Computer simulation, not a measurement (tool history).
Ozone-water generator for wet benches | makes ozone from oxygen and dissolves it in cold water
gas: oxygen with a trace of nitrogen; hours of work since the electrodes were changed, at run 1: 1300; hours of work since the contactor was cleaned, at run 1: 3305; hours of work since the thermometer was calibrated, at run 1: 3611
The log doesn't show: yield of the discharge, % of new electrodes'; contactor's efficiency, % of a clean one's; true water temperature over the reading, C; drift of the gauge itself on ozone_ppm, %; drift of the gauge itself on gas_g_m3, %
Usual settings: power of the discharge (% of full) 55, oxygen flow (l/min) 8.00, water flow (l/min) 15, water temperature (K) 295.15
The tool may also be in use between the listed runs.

run,hour,power of the discharge (% of full),oxygen flow (l/min),water flow (l/min),water temperature (K),hours of work since the electrodes were changed,hours of work since the contactor was cleaned,hours of work since the thermometer was calibrated,dissolved ozone (ppm),ozone in the gas ahead of the water (g/m3)
1,0.0,55,8.00,15,295.15,1300,3305,3611,24.2,156.9
2,52.8,55,8.00,15,295.15,1344,3350,3655,24.1,157.2
3,103.7,55,8.00,15,295.15,1387,3393,3698,24.0,155.4
4,160.2,55,8.00,15,295.15,1435,3441,3746,23.9,156.7
5,223.1,55,8.00,15,295.15,1488,3494,3799,24.1,156.6
6,281.6,55,8.00,15,295.15,1538,3543,3849,24.1,158.3
7,321.0,67,10.44,11,296.15,1571,3577,3882,28.6,158.8
# hour 329.5: contactor cleaned
8,375.9,67,10.44,11,296.15,1614,39,3925,28.5,160.2
9,421.3,60,8.00,15,294.15,1653,78,3964,26.3,167.8
# hour 445.8: contactor cleaned, once more
10,476.2,52,8.00,12,294.15,1696,26,4007,26.6,147.5
11,515.1,45,8.00,14,295.15,1729,59,4040,21.5,129.5

Forecast each of these 4 alternatives for the next run:
A,548.0,45,8.00,12,297.15,1756,86,4067,?,?
B,548.0,64,8.00,17,295.15,1756,86,4067,?,?
C,548.0,47,8.00,14,295.15,1756,86,4067,?,?
D,548.0,83,13.51,15,295.15,1756,86,4067,?,?

run,dissolved ozone (ppm),ozone in the gas ahead of the water (g/m3)
A,21.3,131.9
B,26.9,177.4
C,22.3,136.2
D,30.1,163.9
Without the tool's hidden state the same runs would have given:
run,dissolved ozone (ppm),ozone in the gas ahead of the water (g/m3)
A,21.7,133.2
B,27.5,180.3
C,22.7,137.7
D,30.9,167.2
